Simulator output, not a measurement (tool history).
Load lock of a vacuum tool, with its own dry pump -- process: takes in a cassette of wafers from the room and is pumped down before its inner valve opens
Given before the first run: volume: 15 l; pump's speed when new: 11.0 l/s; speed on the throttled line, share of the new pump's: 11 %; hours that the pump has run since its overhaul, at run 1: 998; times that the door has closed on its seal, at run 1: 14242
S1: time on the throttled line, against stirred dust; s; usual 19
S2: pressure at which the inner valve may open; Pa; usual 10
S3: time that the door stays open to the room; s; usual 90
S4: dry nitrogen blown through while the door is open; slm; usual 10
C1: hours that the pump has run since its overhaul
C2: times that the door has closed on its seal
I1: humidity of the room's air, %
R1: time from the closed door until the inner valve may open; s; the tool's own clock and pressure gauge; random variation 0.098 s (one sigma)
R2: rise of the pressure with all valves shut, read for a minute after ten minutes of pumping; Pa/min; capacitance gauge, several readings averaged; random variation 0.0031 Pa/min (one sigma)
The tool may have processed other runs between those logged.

run 1 day=0.000 | S1=19 S2=10 S3=90 S4=10 | C1=998 C2=14242 | I1=45.5 | R1=29.53 R2=0.175
run 2 day=2.800 | S1=19 S2=10 S3=90 S4=10 | C1=1065 C2=14536 | I1=49.0 | R1=29.54 R2=0.180
run 3 day=5.904 | S1=19 S2=10 S3=90 S4=10 | C1=1139 C2=14863 | I1=42.2 | R1=29.60 R2=0.178
run 4 day=10.533 | S1=19 S2=10 S3=90 S4=10 | C1=1250 C2=15349 | I1=44.2 | R1=29.76 R2=0.190
run 5 day=13.425 | S1=19 S2=10 S3=90 S4=10 | C1=1320 C2=15653 | I1=45.4 | R1=29.37 R2=0.189
run 6 day=17.242 | S1=19 S2=10 S3=90 S4=10 | C1=1411 C2=16055 | I1=47.1 | R1=29.69 R2=0.201
run 7 day=20.192 | S1=19 S2=10 S3=90 S4=10 | C1=1482 C2=16365 | I1=41.4 | R1=29.69 R2=0.195
run 8 day=23.950 | S1=19 S2=10 S3=90 S4=10 | C1=1572 C2=16761 | I1=43.6 | R1=29.48 R2=0.201
run 9 day=27.992 | S1=19 S2=10 S3=90 S4=10 | C1=1669 C2=17185 | I1=44.6 | R1=29.57 R2=0.204
run 10 day=31.408 | S1=19 S2=10 S3=90 S4=31 | C1=1751 C2=17545 | I1=41.9 | R1=29.87 R2=0.184
run 11 day=33.829 | S1=19 S2=10 S3=90 S4=31 | C1=1809 C2=17799 | I1=46.3 | R1=29.76 R2=0.188
run 12 day=38.442 | S1=19 S2=10 S3=90 S4=10 | C1=1920 C2=18284 | I1=47.0 | R1=29.89 R2=0.228
run 13 day=42.117 | S1=19 S2=10 S3=90 S4=10 | C1=2008 C2=18671 | I1=42.7 | R1=29.78 R2=0.221
run 14 day=45.771 | S1=19 S2=7 S3=90 S4=10 | C1=2096 C2=19055 | I1=47.2 | R1=30.48 R2=0.239
run 15 day=48.588 | S1=18 S2=10 S3=90 S4=10 | C1=2164 C2=19351 | I1=43.5 | R1=28.90 R2=0.237
run 16 day=51.871 | S1=18 S2=11 S3=90 S4=10 | C1=2242 C2=19696 | I1=42.7 | R1=29.03 R2=0.236
run 17 day=54.192 | S1=20 S2=19 S3=146 S4=28 | C1=2298 C2=19941 | I1=42.1 | R1=29.67 R2=0.228
run 18 day=59.271 | S1=20 S2=19 S3=146 S4=28 | C1=2420 C2=20475 | I1=48.7 | R1=29.84 R2=0.242
run 19 day=64.783 | S1=14 S2=10 S3=90 S4=14 | C1=2552 C2=21054 | I1=43.3 | R1=25.58 R2=0.253
run 20 day=69.458 | S1=14 S2=10 S3=90 S4=20 | C1=2665 C2=21546 | I1=46.4 | R1=25.58 R2=0.251
run 21 day=74.312 | S1=32 S2=15 S3=90 S4=10 | C1=2781 C2=22057 | I1=47.3 | R1=40.92 R2=0.278
run 22 day=79.588 | S1=14 S2=10 S3=188 S4=11 | C1=2908 C2=22611 | I1=47.4 | R1=25.66 R2=0.298
run 23 day=83.621 | S1=14 S2=10 S3=188 S4=11 | C1=3004 C2=23035 | I1=42.5 | R1=25.52 R2=0.299
run 24 day=86.596 | S1=14 S2=10 S3=188 S4=11 | C1=3076 C2=23348 | I1=45.4 | R1=25.61 R2=0.314
run 25 day=90.746 | S1=14 S2=10 S3=188 S4=11 | C1=3176 C2=23785 | I1=41.4 | R1=25.74 R2=0.315
run 26 day=95.300 | S1=23 S2=15 S3=90 S4=10 | C1=3285 C2=24264 | I1=45.1 | R1=32.99 R2=0.306
run 27 day=98.829 | S1=23 S2=15 S3=90 S4=10 | C1=3369 C2=24635 | I1=41.0 | R1=33.05 R2=0.313
run 28 day=101.354 | S1=23 S2=15 S3=90 S4=10 | C1=3430 C2=24900 | I1=44.3 | R1=32.93 R2=0.317
run 29 day=104.592 | S1=19 S2=15 S3=35 S4=43 | C1=3508 C2=25241 | I1=41.6 | R1=29.47 R2=0.273
run 30 day=108.833 | S1=19 S2=10 S3=94 S4=7 | C1=3610 C2=25687 | I1=43.7 | R1=30.03 R2=0.345
run 31 day=113.142 | S1=20 S2=11 S3=94 S4=7 | C1=3713 C2=26140 | I1=45.4 | R1=30.99 R2=0.342
run 32 day=116.375 | S1=20 S2=11 S3=94 S4=7 | C1=3791 C2=26480 | I1=42.4 | R1=31.10 R2=0.350

Each row is a separate what-if for the run after 32, all from the same tool condition, not one after another. Results?
run A day=121.117 | S1=32 S2=11 S3=94 S4=7 | C1=3904 C2=26978 | I1=46.2 | R1=? R2=?
run B day=121.117 | S1=20 S2=11 S3=88 S4=7 | C1=3904 C2=26978 | I1=47.4 | R1=? R2=?
run C day=121.117 | S1=31 S2=11 S3=94 S4=7 | C1=3904 C2=26978 | I1=41.9 | R1=? R2=?
run D day=121.117 | S1=19 S2=13 S3=90 S4=10 | C1=3904 C2=26978 | I1=42.0 | R1=? R2=?

run=A R1=41.55 R2=0.369
run=B R1=30.84 R2=0.366
run=C R1=40.76 R2=0.353
run=D R1=29.91 R2=0.353
Without the tool's unlogged condition, the same runs would have read:
run=A R1=41.02 R2=0.087
run=B R1=30.23 R2=0.084
run=C R1=40.22 R2=0.074
run=D R1=29.31 R2=0.069
